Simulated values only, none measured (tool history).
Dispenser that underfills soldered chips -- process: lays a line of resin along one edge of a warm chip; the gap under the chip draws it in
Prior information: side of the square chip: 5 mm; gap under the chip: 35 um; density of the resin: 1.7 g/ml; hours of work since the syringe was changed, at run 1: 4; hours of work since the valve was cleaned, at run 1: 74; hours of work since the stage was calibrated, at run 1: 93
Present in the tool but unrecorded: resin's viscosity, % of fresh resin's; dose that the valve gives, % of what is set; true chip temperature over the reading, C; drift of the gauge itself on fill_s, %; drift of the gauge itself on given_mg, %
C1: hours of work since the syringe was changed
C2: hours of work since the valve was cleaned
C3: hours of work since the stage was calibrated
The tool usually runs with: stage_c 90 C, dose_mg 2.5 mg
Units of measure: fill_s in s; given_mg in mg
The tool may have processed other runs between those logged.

{"run": 1, "hour": 0.0, "stage_c": 90, "dose_mg": 2.5, "C1": 4, "C2": 74, "C3": 93, "fill_s": 12.3, "given_mg": 2.437}
{"hour": 2.7, "done": "new syringe of resin"}
{"run": 2, "hour": 8.0, "stage_c": 90, "dose_mg": 2.5, "C1": 4, "C2": 80, "C3": 98, "fill_s": 12.5, "given_mg": 2.434}
{"hour": 11.2, "done": "new syringe of resin"}
{"run": 3, "hour": 16.3, "stage_c": 90, "dose_mg": 2.5, "C1": 3, "C2": 85, "C3": 103, "fill_s": 12.2, "given_mg": 2.432}
{"hour": 19.6, "done": "new syringe of resin"}
{"run": 4, "hour": 24.4, "stage_c": 90, "dose_mg": 2.97, "C1": 3, "C2": 90, "C3": 108, "fill_s": 12.5, "given_mg": 2.888}
{"hour": 28.3, "done": "new syringe of resin"}
{"run": 5, "hour": 28.7, "stage_c": 90, "dose_mg": 2.97, "C1": 0, "C2": 93, "C3": 111, "fill_s": 9.8, "given_mg": 2.883}
{"run": 6, "hour": 33.5, "stage_c": 90, "dose_mg": 2.97, "C1": 4, "C2": 96, "C3": 114, "fill_s": 12.2, "given_mg": 2.883}
{"hour": 36.6, "done": "new syringe of resin"}
{"run": 7, "hour": 40.1, "stage_c": 90, "dose_mg": 2.5, "C1": 2, "C2": 100, "C3": 118, "fill_s": 11.8, "given_mg": 2.402}
{"hour": 45.2, "done": "new syringe of resin"}
{"run": 8, "hour": 47.4, "stage_c": 90, "dose_mg": 2.5, "C1": 1, "C2": 105, "C3": 123, "fill_s": 10.9, "given_mg": 2.417}
{"hour": 53.8, "done": "new syringe of resin"}
{"run": 9, "hour": 54.2, "stage_c": 92, "dose_mg": 2.5, "C1": 0, "C2": 109, "C3": 128, "fill_s": 9, "given_mg": 2.405}
{"hour": 62.0, "done": "new syringe of resin"}
{"run": 10, "hour": 62.3, "stage_c": 82, "dose_mg": 2.35, "C1": 0, "C2": 114, "C3": 133, "fill_s": 14, "given_mg": 2.259}
{"hour": 69.1, "done": "dispensing valve cleaned and set on the balance"}
{"hour": 71.3, "done": "new syringe of resin"}
{"run": 11, "hour": 71.8, "stage_c": 102, "dose_mg": 2.48, "C1": 0, "C2": 2, "C3": 138, "fill_s": 7.1, "given_mg": 2.485}
{"hour": 79.4, "done": "new syringe of resin"}
{"run": 12, "hour": 79.5, "stage_c": 91, "dose_mg": 2.46, "C1": 0, "C2": 7, "C3": 143, "fill_s": 9.9, "given_mg": 2.456}
{"run": 13, "hour": 85.8, "stage_c": 104, "dose_mg": 2.35, "C1": 4, "C2": 11, "C3": 147, "fill_s": 7, "given_mg": 2.342}
{"hour": 88.0, "done": "new syringe of resin"}
{"run": 14, "hour": 91.6, "stage_c": 94, "dose_mg": 3.13, "C1": 2, "C2": 14, "C3": 151, "fill_s": 8.9, "given_mg": 3.112}
{"hour": 96.3, "done": "new syringe of resin"}
{"run": 15, "hour": 101.3, "stage_c": 100, "dose_mg": 2.5, "C1": 3, "C2": 21, "C3": 157, "fill_s": 8, "given_mg": 2.475}
{"hour": 104.7, "done": "new syringe of resin"}
{"run": 16, "hour": 110.2, "stage_c": 82, "dose_mg": 2.66, "C1": 4, "C2": 26, "C3": 163, "fill_s": 16.7, "given_mg": 2.64}
{"hour": 113.0, "done": "new syringe of resin"}
{"run": 17, "hour": 117.3, "stage_c": 94, "dose_mg": 2.33, "C1": 3, "C2": 31, "C3": 168, "fill_s": 10.1, "given_mg": 2.313}

Branching from run 17: 5 alternative next runs. What would each branch give?
{"hour": 121.2, "done": "new syringe of resin"}
{"run": "A", "hour": 126.9, "stage_c": 79, "dose_mg": 2.86, "C1": 4, "C2": 37, "C3": 174, "fill_s": "?", "given_mg": "?"}
{"hour": 121.2, "done": "new syringe of resin"}
{"run": "B", "hour": 126.9, "stage_c": 91, "dose_mg": 2.8, "C1": 4, "C2": 37, "C3": 174, "fill_s": "?", "given_mg": "?"}
{"hour": 121.2, "done": "new syringe of resin"}
{"run": "C", "hour": 126.9, "stage_c": 94, "dose_mg": 2.58, "C1": 4, "C2": 37, "C3": 174, "fill_s": "?", "given_mg": "?"}
{"hour": 121.2, "done": "new syringe of resin"}
{"run": "D", "hour": 126.9, "stage_c": 90, "dose_mg": 2.25, "C1": 4, "C2": 37, "C3": 174, "fill_s": "?", "given_mg": "?"}
{"hour": 121.2, "done": "new syringe of resin"}
{"run": "E", "hour": 126.9, "stage_c": 90, "dose_mg": 2.57, "C1": 4, "C2": 37, "C3": 174, "fill_s": "?", "given_mg": "?"}

run=A fill_s=20 given_mg=2.824
run=B fill_s=11.7 given_mg=2.768
run=C fill_s=10.6 given_mg=2.544
run=D fill_s=12.1 given_mg=2.233
run=E fill_s=12.3 given_mg=2.536
Stripped of hidden state, with their random variation kept, the same runs would have yielded:
run=A fill_s=16.7 given_mg=2.858
run=B fill_s=9.7 given_mg=2.801
run=C fill_s=8.8 given_mg=2.575
run=D fill_s=9.9 given_mg=2.259
run=E fill_s=10.1 given_mg=2.567
